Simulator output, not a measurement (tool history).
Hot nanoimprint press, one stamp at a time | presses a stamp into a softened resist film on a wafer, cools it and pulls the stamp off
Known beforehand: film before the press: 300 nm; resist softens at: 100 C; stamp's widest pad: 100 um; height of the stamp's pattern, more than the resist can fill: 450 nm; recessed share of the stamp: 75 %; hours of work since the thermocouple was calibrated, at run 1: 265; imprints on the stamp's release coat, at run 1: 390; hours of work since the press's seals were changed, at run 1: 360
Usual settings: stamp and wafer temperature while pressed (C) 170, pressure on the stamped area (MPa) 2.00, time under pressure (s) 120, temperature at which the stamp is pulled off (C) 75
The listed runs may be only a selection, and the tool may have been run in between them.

run   hour  stamp and wafer temperature while pressed (C)  pressure on the stamped area (MPa)  time under pressure (s)  temperature at which the stamp is pulled off (C)  hours of work since the thermocouple was calibrated  imprints on the stamp's release coat  hours of work since the press's seals were changed  resist left under the stamp's widest pad (nm)  greatest force while the stamp is pulled off (N)
  1    0.0                                            170                                2.00                      120                                                75                                                  265                                   390                                                 360                                          126.5                                               145
  2   30.9                                            170                                2.00                      120                                                75                                                  281                                   445                                                 376                                          125.6                                               145
  3   62.4                                            170                                2.00                      120                                                75                                                  298                                   502                                                 392                                          126.0                                               144
  4   76.8                                            170                                2.00                      120                                                75                                                  305                                   528                                                 400                                          126.5                                               143
      98.4  -- stamp cleaned and given a new release coat
  5  102.0                                            170                                2.00                      120                                                75                                                  315                                     7                                                 410                                          124.6                                               141
  6  131.4                                            170                                2.00                      120                                                75                                                  331                                    60                                                 426                                          123.9                                               143
     146.7  -- plate thermocouple calibrated
  7  154.1                                            170                                2.00                      143                                                75                                                    4                                    95                                                 436                                          117.7                                               144
  8  176.4                                            170                                2.00                      143                                                75                                                   16                                   136                                                 448                                          116.4                                               142
  9  207.1                                            170                                2.00                      143                                                75                                                   32                                   191                                                 464                                          115.5                                               141
 10  229.6                                            170                                2.00                      120                                                79                                                   44                                   232                                                 476                                          124.4                                               132
 11  263.1                                            170                                2.00                      120                                                79                                                   61                                   292                                                 494                                          124.2                                               133
 12  288.6                                            165                                2.00                      120                                                83                                                   75                                   338                                                 507                                          143.6                                               121
 13  320.9                                            165                                2.00                      120                                                83                                                   92                                   396                                                 524                                          145.1                                               125
 14  343.4                                            174                                1.54                       75                                                75                                                  104                                   437                                                 536                                          146.0                                               143
 15  373.4                                            173                                2.97                      120                                                75                                                  120                                   491                                                 552                                           92.1                                               145
 16  389.0                                            170                                1.41                      156                                                80                                                  128                                   519                                                 560                                          131.9                                               132
 17  408.2                                            170                                2.17                      120                                                78                                                  138                                   554                                                 570                                          118.0                                               137
     417.1  -- stamp cleaned and given a new release coat
 18  436.6                                            177                                2.17                       61                                                69                                                  150                                    35                                                 582                                          124.2                                               160
     458.8  -- press's hydraulic seals changed and the load cell set to zero
 19  468.3                                            177                                2.17                      183                                                76                                                  162                                    78                                                   5                                           79.7                                               142
 20  491.5                                            159                                2.54                       69                                                72                                                  175                                   120                                                  17                                          185.2                                               150
 21  517.6                                            159                                2.54                       69                                                72                                                  188                                   167                                                  31                                          185.7                                               152

Below are 4 alternative next runs, each starting from the tool's condition after run 21. Predict each:
  A  531.7                                            166                                1.84                       77                                                72                                                  196                                   192                                                  38                                              ?                                                 ?
  B  531.7                                            170                                2.00                      120                                                67                                                  196                                   192                                                  38                                              ?                                                 ?
  C  531.7                                            170                                2.00                       74                                                62                                                  196                                   192                                                  38                                              ?                                                 ?
  D  531.7                                            175                                1.94                      212                                                72                                                  196                                   192                                                  38                                              ?                                                 ?

run  resist left under the stamp's widest pad (nm)  greatest force while the stamp is pulled off (N)
  A                                          165.9                                               152
  B                                          123.1                                               165
  C                                          147.1                                               180
  D                                           84.8                                               153
Stripped of hidden state, with their random variation kept, the same runs would have yielded:
run  resist left under the stamp's widest pad (nm)  greatest force while the stamp is pulled off (N)
  A                                          169.8                                               152
  B                                          126.0                                               165
  C                                          150.4                                               180
  D                                           86.8                                               152
